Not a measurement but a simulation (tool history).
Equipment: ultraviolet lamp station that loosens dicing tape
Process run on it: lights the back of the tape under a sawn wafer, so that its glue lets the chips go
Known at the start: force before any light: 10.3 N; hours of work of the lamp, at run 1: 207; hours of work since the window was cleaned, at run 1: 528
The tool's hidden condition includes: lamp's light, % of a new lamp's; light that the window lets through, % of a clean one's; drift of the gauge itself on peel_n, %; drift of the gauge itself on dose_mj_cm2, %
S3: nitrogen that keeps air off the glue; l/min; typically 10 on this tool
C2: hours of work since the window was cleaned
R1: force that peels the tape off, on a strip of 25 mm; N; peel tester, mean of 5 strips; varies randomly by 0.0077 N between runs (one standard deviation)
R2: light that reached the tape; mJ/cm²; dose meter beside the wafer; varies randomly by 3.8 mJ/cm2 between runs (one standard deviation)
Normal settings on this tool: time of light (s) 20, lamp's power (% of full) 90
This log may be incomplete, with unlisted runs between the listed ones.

run 1 hour=0 | time_of_light_(s)=20 lamp's_power_(%_of_full)=90 S3=10 | hours_of_work_of_the_lamp=207 C2=528 | R1=0.29 R2=651
run 2 hour=27.9 | time_of_light_(s)=20 lamp's_power_(%_of_full)=90 S3=10 | hours_of_work_of_the_lamp=229 C2=550 | R1=0.297 R2=643
run 3 hour=55.8 | time_of_light_(s)=20 lamp's_power_(%_of_full)=90 S3=10 | hours_of_work_of_the_lamp=251 C2=572 | R1=0.304 R2=651
run 4 hour=94.2 | time_of_light_(s)=20 lamp's_power_(%_of_full)=90 S3=10 | hours_of_work_of_the_lamp=282 C2=603 | R1=0.293 R2=645
run 5 hour=119 | time_of_light_(s)=20 lamp's_power_(%_of_full)=90 S3=10 | hours_of_work_of_the_lamp=302 C2=623 | R1=0.285 R2=645
-- hour=144.5 window cleaned of glue's vapour
run 6 hour=144.5 | time_of_light_(s)=20 lamp's_power_(%_of_full)=67 S3=10 | hours_of_work_of_the_lamp=322 C2=0 | R1=0.434 R2=481
run 7 hour=174.6 | time_of_light_(s)=20 lamp's_power_(%_of_full)=90 S3=18 | hours_of_work_of_the_lamp=346 C2=24 | R1=0.263 R2=652
run 8 hour=228.7 | time_of_light_(s)=20 lamp's_power_(%_of_full)=90 S3=4 | hours_of_work_of_the_lamp=389 C2=67 | R1=0.481 R2=650
run 9 hour=253.8 | time_of_light_(s)=20 lamp's_power_(%_of_full)=90 S3=4 | hours_of_work_of_the_lamp=408 C2=87 | R1=0.462 R2=646

Predict the results of run 10:
run 10 hour=299.8 | time_of_light_(s)=18 lamp's_power_(%_of_full)=80 S3=8 | hours_of_work_of_the_lamp=445 C2=124 | R1=? R2=?

Run 10 gave R1 0.455 N, R2 515 mJ/cm².
With the hidden condition absent and the run-to-run variation left alone, this run would have shown R1 0.454 N, R2 519 mJ/cm².
